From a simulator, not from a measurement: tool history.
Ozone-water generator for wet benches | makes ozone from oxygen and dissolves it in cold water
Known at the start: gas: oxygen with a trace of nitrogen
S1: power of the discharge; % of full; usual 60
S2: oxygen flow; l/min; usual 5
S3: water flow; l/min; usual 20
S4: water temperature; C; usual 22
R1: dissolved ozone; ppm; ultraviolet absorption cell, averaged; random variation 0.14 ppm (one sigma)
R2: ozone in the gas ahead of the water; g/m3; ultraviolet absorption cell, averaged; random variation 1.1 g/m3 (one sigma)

Run 1, hour 0: usual settings. Result: R1 15.3 ppm, R2 187.9 g/m3.
Run 2, hour 51.5: usual settings. Result: R1 15.1 ppm, R2 186.8 g/m3.
Run 3, hour 170.2: usual settings. Result: R1 15.2 ppm, R2 188.6 g/m3.
Run 4, hour 268.5: usual settings. Result: R1 15.6 ppm, R2 185.9 g/m3.
Run 5, hour 339.6: usual settings. Result: R1 15.1 ppm, R2 188.4 g/m3.
At hour 399.3: contactor cleaned.
Run 6, hour 432.2: usual settings but S4 29 C. Result: R1 13.6 ppm, R2 190 g/m3.
Run 7, hour 526.8: usual settings but S1 67 % of full. Result: R1 16.3 ppm, R2 203.7 g/m3.
Run 8, hour 645.6: usual settings but S1 67 % of full. Result: R1 16.5 ppm, R2 203.9 g/m3.
Run 9, hour 753.6: usual settings. Result: R1 15.1 ppm, R2 188.4 g/m3.
Run 10, hour 850.9: usual settings. Result: R1 15.3 ppm, R2 188.4 g/m3.
Run 11, hour 943.9: usual settings. Result: R1 15.3 ppm, R2 191.6 g/m3.
At hour 1002.8: water thermometer calibrated.
Run 12, hour 1014.2: usual settings but S2 2.75 l/min, S3 31 l/min. Result: R1 8.9 ppm, R2 240.6 g/m3.
Run 13, hour 1103.9: usual settings but S2 2.75 l/min, S3 31 l/min. Result: R1 8.8 ppm, R2 245.8 g/m3.
Run 14, hour 1191: usual settings but S2 2.75 l/min, S3 31 l/min. Result: R1 8.9 ppm, R2 248.1 g/m3.
Run 15, hour 1257.7: usual settings but S1 64 % of full, S2 4.05 l/min, S3 23 l/min, S4 24 C. Result: R1 13.4 ppm, R2 215 g/m3.
Run 16, hour 1351.7: usual settings but S1 45 % of full, S2 7.74 l/min, S3 22 l/min, S4 16 C. Result: R1 13.2 ppm, R2 130.5 g/m3.
Run 17, hour 1405.1: usual settings but S1 66 % of full, S2 7.67 l/min, S4 17 C. Result: R1 18.3 ppm, R2 171.2 g/m3.

The same runs without the tool's hidden state, with the same run-to-run variation:
The hidden state here: yield of the discharge, % of new electrodes'; contactor's efficiency, % of a clean one's; true water temperature over the reading, C; drift of the gauge itself on ozone_ppm, %; drift of the gauge itself on gas_g_m3, %.
run     R2
  1  188.1
  2  186.7
  3  188.1
  4  185.1
  5  187.4
  6  188.7
  7    202
  8  201.8
  9  186.1
 10  185.7
 11  188.6
 12  236.6
 13  241.3
 14  243.2
 15  210.5
 16  127.5
 17  167.2
R1: within 0.1 ppm of the measured result in every run.

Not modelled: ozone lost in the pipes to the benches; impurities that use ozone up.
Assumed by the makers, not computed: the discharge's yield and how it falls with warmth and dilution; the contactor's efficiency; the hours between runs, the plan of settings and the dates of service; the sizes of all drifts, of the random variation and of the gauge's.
